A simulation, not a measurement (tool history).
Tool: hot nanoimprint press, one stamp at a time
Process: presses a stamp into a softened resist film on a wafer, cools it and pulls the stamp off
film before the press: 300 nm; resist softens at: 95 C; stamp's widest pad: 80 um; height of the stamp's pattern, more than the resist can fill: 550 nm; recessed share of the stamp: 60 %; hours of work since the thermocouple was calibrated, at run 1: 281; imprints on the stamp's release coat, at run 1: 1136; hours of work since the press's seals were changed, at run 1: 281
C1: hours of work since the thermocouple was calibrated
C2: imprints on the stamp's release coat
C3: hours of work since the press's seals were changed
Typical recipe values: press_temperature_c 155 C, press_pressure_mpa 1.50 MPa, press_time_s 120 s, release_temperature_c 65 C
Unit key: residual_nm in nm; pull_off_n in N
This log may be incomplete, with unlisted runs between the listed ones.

{"run": 1, "hour": 0.0, "press_temperature_c": 155, "press_pressure_mpa": 1.5, "press_time_s": 120, "release_temperature_c": 65, "C1": 281, "C2": 1136, "C3": 281, "residual_nm": 150.0, "pull_off_n": 198}
{"run": 2, "hour": 63.1, "press_temperature_c": 155, "press_pressure_mpa": 1.5, "press_time_s": 120, "release_temperature_c": 65, "C1": 318, "C2": 1411, "C3": 318, "residual_nm": 148.8, "pull_off_n": 220}
{"run": 3, "hour": 119.8, "press_temperature_c": 155, "press_pressure_mpa": 1.5, "press_time_s": 120, "release_temperature_c": 65, "C1": 352, "C2": 1659, "C3": 352, "residual_nm": 149.4, "pull_off_n": 228}
{"run": 4, "hour": 161.7, "press_temperature_c": 155, "press_pressure_mpa": 1.5, "press_time_s": 120, "release_temperature_c": 56, "C1": 376, "C2": 1841, "C3": 376, "residual_nm": 147.6, "pull_off_n": 271}
{"run": 5, "hour": 222.0, "press_temperature_c": 155, "press_pressure_mpa": 1.5, "press_time_s": 120, "release_temperature_c": 65, "C1": 412, "C2": 2105, "C3": 412, "residual_nm": 147.8, "pull_off_n": 253}
{"hour": 250.7, "done": "stamp cleaned and given a new release coat"}
{"hour": 259.4, "done": "plate thermocouple calibrated"}
{"run": 6, "hour": 268.2, "press_temperature_c": 155, "press_pressure_mpa": 1.5, "press_time_s": 120, "release_temperature_c": 65, "C1": 5, "C2": 63, "C3": 433, "residual_nm": 160.0, "pull_off_n": 161}
{"run": 7, "hour": 319.6, "press_temperature_c": 149, "press_pressure_mpa": 1.5, "press_time_s": 120, "release_temperature_c": 65, "C1": 35, "C2": 288, "C3": 464, "residual_nm": 190.9, "pull_off_n": 171}
{"run": 8, "hour": 362.6, "press_temperature_c": 149, "press_pressure_mpa": 1.5, "press_time_s": 120, "release_temperature_c": 65, "C1": 61, "C2": 475, "C3": 489, "residual_nm": 191.5, "pull_off_n": 170}
{"run": 9, "hour": 395.0, "press_temperature_c": 149, "press_pressure_mpa": 1.5, "press_time_s": 120, "release_temperature_c": 65, "C1": 80, "C2": 617, "C3": 508, "residual_nm": 189.9, "pull_off_n": 178}
{"run": 10, "hour": 442.7, "press_temperature_c": 155, "press_pressure_mpa": 1.5, "press_time_s": 120, "release_temperature_c": 65, "C1": 108, "C2": 825, "C3": 536, "residual_nm": 155.8, "pull_off_n": 200}
{"hour": 491.5, "done": "press's hydraulic seals changed and the load cell set to zero"}
{"run": 11, "hour": 491.5, "press_temperature_c": 155, "press_pressure_mpa": 1.5, "press_time_s": 120, "release_temperature_c": 65, "C1": 131, "C2": 1003, "C3": 0, "residual_nm": 151.3, "pull_off_n": 204}
{"run": 12, "hour": 539.8, "press_temperature_c": 155, "press_pressure_mpa": 1.5, "press_time_s": 120, "release_temperature_c": 65, "C1": 160, "C2": 1214, "C3": 28, "residual_nm": 154.5, "pull_off_n": 211}
{"run": 13, "hour": 591.6, "press_temperature_c": 155, "press_pressure_mpa": 1.5, "press_time_s": 120, "release_temperature_c": 65, "C1": 190, "C2": 1440, "C3": 59, "residual_nm": 153.7, "pull_off_n": 221}
{"run": 14, "hour": 626.5, "press_temperature_c": 155, "press_pressure_mpa": 1.5, "press_time_s": 120, "release_temperature_c": 65, "C1": 211, "C2": 1592, "C3": 79, "residual_nm": 153.5, "pull_off_n": 226}
{"run": 15, "hour": 664.5, "press_temperature_c": 153, "press_pressure_mpa": 2.32, "press_time_s": 82, "release_temperature_c": 61, "C1": 233, "C2": 1758, "C3": 102, "residual_nm": 151.3, "pull_off_n": 248}
{"run": 16, "hour": 703.2, "press_temperature_c": 155, "press_pressure_mpa": 1.15, "press_time_s": 157, "release_temperature_c": 65, "C1": 256, "C2": 1927, "C3": 124, "residual_nm": 157.4, "pull_off_n": 244}
{"run": 17, "hour": 741.7, "press_temperature_c": 148, "press_pressure_mpa": 2.38, "press_time_s": 120, "release_temperature_c": 65, "C1": 278, "C2": 2095, "C3": 147, "residual_nm": 156.3, "pull_off_n": 253}
{"hour": 772.5, "done": "stamp cleaned and given a new release coat"}
{"run": 18, "hour": 781.6, "press_temperature_c": 148, "press_pressure_mpa": 2.04, "press_time_s": 120, "release_temperature_c": 65, "C1": 298, "C2": 40, "C3": 167, "residual_nm": 166.7, "pull_off_n": 158}
{"run": 19, "hour": 825.2, "press_temperature_c": 166, "press_pressure_mpa": 2.04, "press_time_s": 120, "release_temperature_c": 61, "C1": 324, "C2": 231, "C3": 192, "residual_nm": 90.1, "pull_off_n": 170}
{"run": 20, "hour": 883.2, "press_temperature_c": 166, "press_pressure_mpa": 2.04, "press_time_s": 120, "release_temperature_c": 61, "C1": 358, "C2": 484, "C3": 226, "residual_nm": 89.3, "pull_off_n": 186}
{"run": 21, "hour": 944.9, "press_temperature_c": 146, "press_pressure_mpa": 2.26, "press_time_s": 120, "release_temperature_c": 61, "C1": 394, "C2": 753, "C3": 263, "residual_nm": 167.0, "pull_off_n": 198}
{"run": 22, "hour": 989.9, "press_temperature_c": 146, "press_pressure_mpa": 2.26, "press_time_s": 120, "release_temperature_c": 61, "C1": 420, "C2": 949, "C3": 289, "residual_nm": 167.9, "pull_off_n": 208}
{"hour": 1004.6, "done": "plate thermocouple calibrated"}
{"run": 23, "hour": 1051.6, "press_temperature_c": 155, "press_pressure_mpa": 1.5, "press_time_s": 159, "release_temperature_c": 56, "C1": 28, "C2": 1205, "C3": 323, "residual_nm": 141.0, "pull_off_n": 242}
{"run": 24, "hour": 1112.4, "press_temperature_c": 155, "press_pressure_mpa": 2.06, "press_time_s": 90, "release_temperature_c": 54, "C1": 63, "C2": 1471, "C3": 359, "residual_nm": 149.2, "pull_off_n": 262}
{"run": 25, "hour": 1165.1, "press_temperature_c": 155, "press_pressure_mpa": 2.06, "press_time_s": 90, "release_temperature_c": 54, "C1": 94, "C2": 1701, "C3": 390, "residual_nm": 146.7, "pull_off_n": 278}
{"run": 26, "hour": 1193.5, "press_temperature_c": 156, "press_pressure_mpa": 1.09, "press_time_s": 107, "release_temperature_c": 51, "C1": 111, "C2": 1825, "C3": 407, "residual_nm": 176.8, "pull_off_n": 284}

Alternative continuations, all from the tool just after run 26; predict every row:
{"run": "A", "hour": 1222.3, "press_temperature_c": 153, "press_pressure_mpa": 1.2, "press_time_s": 106, "release_temperature_c": 65, "C1": 128, "C2": 1951, "C3": 424, "residual_nm": "?", "pull_off_n": "?"}
{"run": "B", "hour": 1222.3, "press_temperature_c": 148, "press_pressure_mpa": 1.48, "press_time_s": 84, "release_temperature_c": 51, "C1": 128, "C2": 1951, "C3": 424, "residual_nm": "?", "pull_off_n": "?"}
{"run": "C", "hour": 1222.3, "press_temperature_c": 155, "press_pressure_mpa": 1.5, "press_time_s": 209, "release_temperature_c": 65, "C1": 128, "C2": 1951, "C3": 424, "residual_nm": "?", "pull_off_n": "?"}

run=A residual_nm=185.2 pull_off_n=247
run=B residual_nm=210.5 pull_off_n=301
run=C residual_nm=126.2 pull_off_n=236
With no hidden state in the tool, these same runs would have given:
run=A residual_nm=188.4 pull_off_n=158
run=B residual_nm=213.5 pull_off_n=190
run=C residual_nm=128.7 pull_off_n=150
